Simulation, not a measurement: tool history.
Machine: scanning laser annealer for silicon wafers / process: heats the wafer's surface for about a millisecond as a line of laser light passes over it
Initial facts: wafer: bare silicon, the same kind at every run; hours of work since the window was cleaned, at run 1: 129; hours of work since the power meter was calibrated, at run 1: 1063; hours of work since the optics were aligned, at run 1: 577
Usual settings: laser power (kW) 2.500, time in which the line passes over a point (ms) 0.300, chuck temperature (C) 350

run    hour  laser power (kW)  time in which the line passes over a point (ms)  chuck temperature (C)  hours of work since the window was cleaned  hours of work since the power meter was calibrated  hours of work since the optics were aligned  highest temperature of the surface (C)
  1     0.0             2.500                                            0.300                    350                                         129                                                1063                                          577                                    1129
  2    35.5             2.500                                            0.300                    350                                         154                                                1088                                          602                                    1125
  3    81.7             2.500                                            0.243                    350                                         187                                                1120                                          635                                    1038
  4   135.9             2.500                                            0.300                    329                                         225                                                1158                                          673                                    1099
  5   197.6             2.500                                            0.351                    329                                         269                                                1202                                          716                                    1157
  6   272.9             2.500                                            0.351                    329                                         322                                                1255                                          769                                    1152
  7   329.9             2.500                                            0.270                    350                                         362                                                1295                                          809                                    1062
      375.1  -- window over the wafer cleaned
  8   410.2             2.500                                            0.270                    350                                          25                                                1350                                          865                                    1096
  9   457.2             2.597                                            0.270                    350                                          58                                                1383                                          898                                    1125
 10   511.7             2.249                                            0.270                    350                                          96                                                1422                                          936                                    1001
 11   584.4             2.249                                            0.270                    350                                         147                                                1473                                          987                                     996
 12   658.4             2.249                                            0.270                    350                                         200                                                1525                                         1039                                     992
 13   696.0             2.249                                            0.341                    350                                         226                                                1552                                         1066                                    1075
      704.4  -- optics aligned, line set to its width
 14   769.3             2.227                                            0.300                    350                                         274                                                1600                                           46                                    1012
 15   824.5             2.227                                            0.300                    350                                         313                                                1639                                           85                                    1006
 16   885.1             2.500                                            0.300                    350                                         356                                                1681                                          127                                    1101
      938.8  -- window over the wafer cleaned
 17   942.2             2.211                                            0.300                    350                                           2                                                1720                                          166                                    1030
 18  1004.7             2.211                                            0.243                    350                                          46                                                1764                                          210                                     950
 19  1064.7             2.500                                            0.300                    350                                          89                                                1806                                          252                                    1125
 20  1098.6             2.500                                            0.300                    350                                         113                                                1830                                          276                                    1121
     1140.3  -- optics aligned, line set to its width, once more
 21  1146.8             2.662                                            0.211                    357                                         143                                                1861                                            5                                    1056
 22  1220.1             2.127                                            0.211                    344                                         195                                                1912                                           56                                     876
 23  1272.6             2.357                                            0.230                    344                                         232                                                1949                                           93                                     968
 24  1334.9             2.281                                            0.317                    334                                         276                                                1993                                          137                                    1047
 25  1404.9             2.281                                            0.330                    361                                         325                                                2043                                          186                                    1085
 26  1448.1             2.662                                            0.326                    312                                         355                                                2073                                          217                                    1172
     1506.9  -- window over the wafer cleaned
 27  1519.4             2.150                                            0.231                    336                                           9                                                2122                                          266                                     910
 28  1582.5             2.711                                            0.237                    350                                          53                                                2166                                          310                                    1114
 29  1659.8             2.711                                            0.237                    350                                         108                                                2221                                          365                                    1108
 30  1725.5             2.711                                            0.251                    362                                         154                                                2267                                          411                                    1136
 31  1769.8             2.711                                            0.257                    333                                         185                                                2298                                          442                                    1113
 32  1816.9             2.576                                            0.335                    374                                         218                                                2331                                          475                                    1222
 33  1851.9             2.576                                            0.335                    374                                         243                                                2356                                          500                                    1217
 34  1912.2             2.576                                            0.335                    374                                         286                                                2399                                          542                                    1209
 35  1986.7             2.500                                            0.300                    348                                         338                                                2451                                          595                                    1104
 36  2034.7             2.744                                            0.377                    369                                         372                                                2485                                          629                                    1323
     2068.5  -- window over the wafer cleaned
 37  2070.6             2.744                                            0.228                    364                                           1                                                2509                                          653                                    1124
 38  2107.0             2.744                                            0.346                    313                                          27                                                2535                                          678                                    1268
 39  2183.5             2.383                                            0.248                    313                                          81                                                2588                                          732                                     979
 40  2220.9             2.500                                            0.315                    364                                         107                                                2615                                          759                                    1165

Hidden state or all else? Some run-to-run changes of highest temperature of the surface (C), split into what the settings, what came in and random variation would give without the hidden state, and what is left for the hidden state (with any gauge scatter that isn't in both results):
What the log doesn't record here: light that passes the window, % of a clean one's; laser's true power over the reading, %; width of the line over the set one, %; drift of the gauge itself on peak_c, C.
Run 16 -> 17: laser power (kW) 2.500 -> 2.211, window over the wafer cleaned. highest temperature of the surface (C) -71: hidden state +39, all else -110.
Run 26 -> 27: laser power (kW) 2.662 -> 2.150, time in which the line passes over a point (ms) 0.326 -> 0.231, chuck temperature (C) 312 -> 336, window over the wafer cleaned. highest temperature of the surface (C) -262: hidden state +42, all else -304.
Run 35 -> 36: laser power (kW) 2.500 -> 2.744, time in which the line passes over a point (ms) 0.300 -> 0.377, chuck temperature (C) 348 -> 369. highest temperature of the surface (C) +219: hidden state -19, all else +238.
Run 36 -> 37: time in which the line passes over a point (ms) 0.377 -> 0.228, chuck temperature (C) 369 -> 364, window over the wafer cleaned. highest temperature of the surface (C) -199: hidden state +56, all else -255.
Run 38 -> 39: laser power (kW) 2.744 -> 2.383, time in which the line passes over a point (ms) 0.346 -> 0.248. highest temperature of the surface (C) -289: hidden state +3, all else -292.
